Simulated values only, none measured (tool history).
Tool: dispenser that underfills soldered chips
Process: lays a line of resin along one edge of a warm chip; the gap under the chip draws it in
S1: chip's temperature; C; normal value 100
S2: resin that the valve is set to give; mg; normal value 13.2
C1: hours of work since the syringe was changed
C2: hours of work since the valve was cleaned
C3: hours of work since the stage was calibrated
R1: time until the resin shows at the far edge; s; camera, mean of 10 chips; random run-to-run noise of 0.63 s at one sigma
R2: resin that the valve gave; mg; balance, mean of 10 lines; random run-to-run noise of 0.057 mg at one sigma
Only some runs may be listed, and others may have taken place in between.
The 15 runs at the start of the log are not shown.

At hour 134.5: new syringe of resin.
Run 16, hour 138.2: usual settings but S1 94 C; C1 3; C2 53; C3 353. Result: R1 84.4 s, R2 12.96 mg.
At hour 146.1: new syringe of resin.
Run 17, hour 147.4: usual settings but S1 107 C; C1 1; C2 60; C3 359. Result: R1 42.5 s, R2 12.96 mg.
At hour 156.8: new syringe of resin.
Run 18, hour 157.6: usual settings but S1 107 C; C1 1; C2 66; C3 366. Result: R1 41.6 s, R2 12.92 mg.
At hour 167.9: new syringe of resin.
Run 19, hour 170.4: usual settings but S1 107 C; C1 2; C2 75; C3 375. Result: R1 46.2 s, R2 12.85 mg.
At hour 175.4: dispensing valve cleaned and set on the balance.
At hour 179.8: new syringe of resin.
Run 20, hour 180.9: usual settings but S1 96 C, S2 12.1 mg; C1 1; C2 4; C3 382. Result: R1 65.0 s, R2 12.06 mg.
At hour 191.1: new syringe of resin.
Run 21, hour 192.8: usual settings but S1 96 C, S2 12.1 mg; C1 1; C2 12; C3 390. Result: R1 70.2 s, R2 12.05 mg.
Run 22, hour 200.2: usual settings but S2 15.4 mg; C1 6; C2 17; C3 395. Result: R1 87.3 s, R2 15.32 mg.
At hour 202.0: new syringe of resin.
At hour 212.8: new syringe of resin.
Run 23, hour 212.8: usual settings but S2 15.4 mg; C1 0; C2 25; C3 403. Result: R1 52.4 s, R2 15.34 mg.
At hour 223.9: new syringe of resin.
Run 24, hour 223.9: usual settings but S2 15.4 mg; C1 0; C2 33; C3 411. Result: R1 50.7 s, R2 15.36 mg.
Run 25, hour 232.5: usual settings but S1 96 C, S2 12.4 mg; C1 6; C2 39; C3 417. Result: R1 100.3 s, R2 12.31 mg.
At hour 235.5: new syringe of resin.
Run 26, hour 241.8: usual settings but S1 107 C, S2 11.7 mg; C1 4; C2 45; C3 423. Result: R1 58.0 s, R2 11.57 mg.
At hour 246.3: new syringe of resin.
Run 27, hour 249.3: usual settings but S1 107 C, S2 11.7 mg; C1 2; C2 50; C3 428. Result: R1 48.5 s, R2 11.54 mg.
Run 28, hour 254.5: usual settings but S1 107 C, S2 11.7 mg; C1 6; C2 54; C3 432. Result: R1 64.4 s, R2 11.55 mg.
At hour 257.5: new syringe of resin.
Run 29, hour 261.6: usual settings but S1 97 C, S2 13.9 mg; C1 3; C2 59; C3 436. Result: R1 74.1 s, R2 13.78 mg.
At hour 268.3: new syringe of resin.
Run 30, hour 271.1: usual settings but S1 97 C, S2 13.9 mg; C1 2; C2 65; C3 443. Result: R1 69.4 s, R2 13.70 mg.
At hour 279.7: new syringe of resin.
Run 31, hour 283.1: usual settings but S1 97 C, S2 13.9 mg; C1 2; C2 73; C3 451. Result: R1 70.7 s, R2 13.59 mg.
At hour 290.8: dispensing valve cleaned and set on the balance.
At hour 292.2: new syringe of resin.
Run 32, hour 295.1: usual settings but S1 87 C, S2 16.4 mg; C1 2; C2 3; C3 459. Result: R1 106.8 s, R2 16.32 mg.
Run 33, hour 300.9: usual settings but S1 103 C, S2 12.9 mg; C1 6; C2 7; C3 463. Result: R1 76.5 s, R2 12.85 mg.
At hour 303.3: new syringe of resin.
Run 34, hour 312.8: usual settings but S1 91 C; C1 7; C2 15; C3 471. Result: R1 132.3 s, R2 13.08 mg.
At hour 314.1: new syringe of resin.
Run 35, hour 324.1: usual settings but S1 91 C; C1 7; C2 23; C3 478. Result: R1 131.9 s, R2 13.18 mg.

Consider 4 possible next runs. They are alternatives, not a sequence: every one starts from the tool as it was left by run 35. What does each give?
At hour 325.1: new syringe of resin.
Run A, hour 330.7: usual settings but S1 90 C, S2 16.1 mg; C1 4; C2 27; C3 483. Result: R1 ?, R2 ?.
At hour 325.1: new syringe of resin.
Run B, hour 330.7: usual settings but S1 110 C; C1 4; C2 27; C3 483. Result: R1 ?, R2 ?.
At hour 325.1: new syringe of resin.
Run C, hour 330.7: usual settings but S1 101 C, S2 15.2 mg; C1 4; C2 27; C3 483. Result: R1 ?, R2 ?.
At hour 325.1: new syringe of resin.
Run D, hour 330.7: usual settings but S1 101 C; C1 4; C2 27; C3 483. Result: R1 ?, R2 ?.

run     R1     R2
  A  106.3  15.85
  B   46.7  13.07
  C   66.4  15.02
  D   66.8  13.00
Had the tool no hidden state, the same runs would have come out as:
run    R1     R2
  A  82.4  16.03
  B  35.9  13.22
  C  51.3  15.19
  D  51.6  13.15

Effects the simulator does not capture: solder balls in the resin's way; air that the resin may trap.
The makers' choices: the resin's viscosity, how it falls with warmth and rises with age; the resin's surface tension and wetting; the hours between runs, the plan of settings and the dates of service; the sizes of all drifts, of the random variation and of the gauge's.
